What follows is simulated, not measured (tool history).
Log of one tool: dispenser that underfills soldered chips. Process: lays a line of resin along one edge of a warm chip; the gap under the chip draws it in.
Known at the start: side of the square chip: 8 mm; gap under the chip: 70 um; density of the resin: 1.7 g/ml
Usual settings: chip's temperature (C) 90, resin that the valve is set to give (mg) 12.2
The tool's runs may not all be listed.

run   hour  chip's temperature (C)  resin that the valve is set to give (mg)  time until the resin shows at the far edge (s)  resin that the valve gave (mg)
  1      0                      90                                      12.2                                            69.3                           11.84
         4  -- new syringe of resin
      13.5  -- new syringe of resin
  2   14.5                      90                                        15                                            54.6                           14.36
  3   20.5                      90                                        15                                            76.4                           14.39
      22.8  -- new syringe of resin
      32.4  -- new syringe of resin
  4   33.2                      90                                        15                                            53.5                           14.24
      41.8  -- new syringe of resin
  5   42.1                      90                                      13.3                                            53.1                           12.48
        51  -- new syringe of resin
  6   55.3                      90                                      14.1                                              65                           13.12
      60.5  -- new syringe of resin
  7   61.3                      90                                      15.1                                            53.6                           14.14
        70  -- new syringe of resin
  8   73.7                      90                                      12.2                                            65.1                           11.15
      79.9  -- new syringe of resin
  9     81                      90                                      12.2                                            55.4                           11.04
 10   87.4                      87                                      12.2                                              89                           11.19
      89.2  -- new syringe of resin
      98.6  -- new syringe of resin
 11   99.9                      90                                      12.2                                            58.3                           11.07
       106  -- dispensing valve cleaned and set on the balance
     109.4  -- new syringe of resin
 12  114.8                      90                                      12.2                                            69.3                           12.16
     118.6  -- new syringe of resin
 13  122.7                      90                                      12.2                                            66.2                           12.06
     127.8  -- new syringe of resin
 14  133.8                      90                                      14.1                                            72.5                           13.79
     137.1  -- new syringe of resin
 15  139.9                      90                                      14.1                                            59.6                           13.83
     146.6  -- new syringe of resin
 16    147                      90                                      14.1                                            52.8                           13.77
     155.8  -- new syringe of resin
 17  158.4                      90                                      14.1                                            60.4                           13.57
 18  164.2                      81                                      14.1                                           113.7                           13.62
     165.3  -- new syringe of resin
       175  -- new syringe of resin
 19  175.7                     103                                      10.9                                            35.5                           10.55
 20  182.3                      84                                      15.9                                            94.9                           15.12
     184.4  -- new syringe of resin
 21  192.4                      89                                      11.2                                              87                           10.63
     194.3  -- new syringe of resin
     203.5  -- new syringe of resin
 22  205.7                     102                                      13.2                                            38.7                           12.52
     212.7  -- new syringe of resin
 23    216                      83                                      10.7                                            85.2                           10.03
     222.8  -- new syringe of resin
 24  225.5                      83                                      10.7                                            82.3                            9.89
     232.6  -- new syringe of resin
 25  237.1                     103                                      10.7                                            43.2                            9.99
     242.2  -- new syringe of resin
 26  249.8                      85                                      13.3                                            94.8                           12.13
     252.4  -- new syringe of resin
 27  260.8                      76                                      13.7                                           141.4                           12.36
       262  -- new syringe of resin
       263  -- dispensing valve cleaned and set on the balance
     272.2  -- new syringe of resin
 28  275.2                      76                                      13.7                                           105.6                           13.49
     282.2  -- new syringe of resin
 29  282.3                      92                                      11.5                                            50.1                           11.32
 30  288.1                      84                                      11.4                                            91.2                           11.17
       292  -- new syringe of resin
 31  294.9                      90                                      15.2                                            59.9                           14.87
     301.2  -- new syringe of resin
 32  306.4                      92                                      14.9                                            64.7                           14.47
     310.6  -- new syringe of resin
 33  313.4                      85                                      12.2                                            73.1                            11.7
     319.9  -- new syringe of resin
 34  325.6                      93                                      14.1                                            63.5                           13.51

Forecast each of these 3 alternatives for the next run:
       330  -- new syringe of resin
  A  334.2                     102                                      11.8                                               ?                               ?
       330  -- new syringe of resin
  B  334.2                      77                                      14.1                                               ?                               ?
       330  -- new syringe of resin
  C  334.2                      85                                      15.4                                               ?                               ?

run  time until the resin shows at the far edge (s)  resin that the valve gave (mg)
  A                                            43.5                           11.23
  B                                           106.5                           13.54
  C                                            78.7                           14.62
Without the tool's hidden state the same runs would have given:
run  time until the resin shows at the far edge (s)  resin that the valve gave (mg)
  A                                            33.1                           11.76
  B                                              81                           14.18
  C                                            60.1                           15.31
